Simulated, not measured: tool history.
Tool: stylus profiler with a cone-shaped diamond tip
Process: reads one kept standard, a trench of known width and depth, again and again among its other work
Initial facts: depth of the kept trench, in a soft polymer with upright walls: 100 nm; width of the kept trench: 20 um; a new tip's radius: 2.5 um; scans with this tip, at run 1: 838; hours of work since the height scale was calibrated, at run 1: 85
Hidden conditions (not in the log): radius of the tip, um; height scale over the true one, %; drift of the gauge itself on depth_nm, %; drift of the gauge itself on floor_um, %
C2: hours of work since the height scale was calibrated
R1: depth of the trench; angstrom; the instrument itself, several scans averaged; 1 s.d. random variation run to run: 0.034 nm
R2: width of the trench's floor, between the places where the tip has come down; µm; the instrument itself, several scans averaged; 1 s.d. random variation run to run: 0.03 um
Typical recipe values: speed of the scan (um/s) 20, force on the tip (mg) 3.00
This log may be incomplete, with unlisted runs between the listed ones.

{"run": 1, "hour": 0.0, "speed of the scan (um/s)": 20, "force on the tip (mg)": 3.0, "scans with this tip": 838, "C2": 85, "R1": 1015.5, "R2": 18.46}
{"run": 2, "hour": 30.6, "speed of the scan (um/s)": 20, "force on the tip (mg)": 3.0, "scans with this tip": 1046, "C2": 106, "R1": 1015.1, "R2": 18.49}
{"run": 3, "hour": 58.5, "speed of the scan (um/s)": 20, "force on the tip (mg)": 3.0, "scans with this tip": 1235, "C2": 125, "R1": 1015.3, "R2": 18.47}
{"run": 4, "hour": 85.2, "speed of the scan (um/s)": 20, "force on the tip (mg)": 3.0, "scans with this tip": 1416, "C2": 143, "R1": 1015.1, "R2": 18.42}
{"run": 5, "hour": 101.8, "speed of the scan (um/s)": 20, "force on the tip (mg)": 3.0, "scans with this tip": 1529, "C2": 155, "R1": 1015.6, "R2": 18.43}
{"run": 6, "hour": 131.1, "speed of the scan (um/s)": 20, "force on the tip (mg)": 3.0, "scans with this tip": 1727, "C2": 175, "R1": 1015.1, "R2": 18.37}
{"run": 7, "hour": 160.2, "speed of the scan (um/s)": 34, "force on the tip (mg)": 3.0, "scans with this tip": 1925, "C2": 195, "R1": 1015.2, "R2": 18.32}
{"hour": 163.3, "done": "height scale calibrated on a step standard"}
{"run": 8, "hour": 183.6, "speed of the scan (um/s)": 57, "force on the tip (mg)": 1.33, "scans with this tip": 2080, "C2": 14, "R1": 1008.5, "R2": 18.05}
{"run": 9, "hour": 201.5, "speed of the scan (um/s)": 71, "force on the tip (mg)": 2.54, "scans with this tip": 2202, "C2": 26, "R1": 1013.9, "R2": 18.01}
{"run": 10, "hour": 220.3, "speed of the scan (um/s)": 71, "force on the tip (mg)": 2.54, "scans with this tip": 2329, "C2": 39, "R1": 1014.4, "R2": 18.06}
{"run": 11, "hour": 237.5, "speed of the scan (um/s)": 71, "force on the tip (mg)": 2.37, "scans with this tip": 2446, "C2": 51, "R1": 1012.9, "R2": 18.06}
{"run": 12, "hour": 261.6, "speed of the scan (um/s)": 23, "force on the tip (mg)": 2.17, "scans with this tip": 2609, "C2": 67, "R1": 1012.3, "R2": 18.31}

3 options for the next run, each taken on its own from the tool as it stands now. Forecast them:
{"run": "A", "hour": 283.0, "speed of the scan (um/s)": 29, "force on the tip (mg)": 2.54, "scans with this tip": 2754, "C2": 82, "R1": "?", "R2": "?"}
{"run": "B", "hour": 283.0, "speed of the scan (um/s)": 16, "force on the tip (mg)": 2.17, "scans with this tip": 2754, "C2": 82, "R1": "?", "R2": "?"}
{"run": "C", "hour": 283.0, "speed of the scan (um/s)": 8, "force on the tip (mg)": 3.0, "scans with this tip": 2754, "C2": 82, "R1": "?", "R2": "?"}

run=A R1=1013.3 R2=18.29
run=B R1=1012.1 R2=18.37
run=C R1=1015.7 R2=18.40
Stripped of hidden state, with their random variation kept, the same runs would have yielded:
run=A R1=1013.2 R2=18.44
run=B R1=1012.0 R2=18.52
run=C R1=1015.6 R2=18.55

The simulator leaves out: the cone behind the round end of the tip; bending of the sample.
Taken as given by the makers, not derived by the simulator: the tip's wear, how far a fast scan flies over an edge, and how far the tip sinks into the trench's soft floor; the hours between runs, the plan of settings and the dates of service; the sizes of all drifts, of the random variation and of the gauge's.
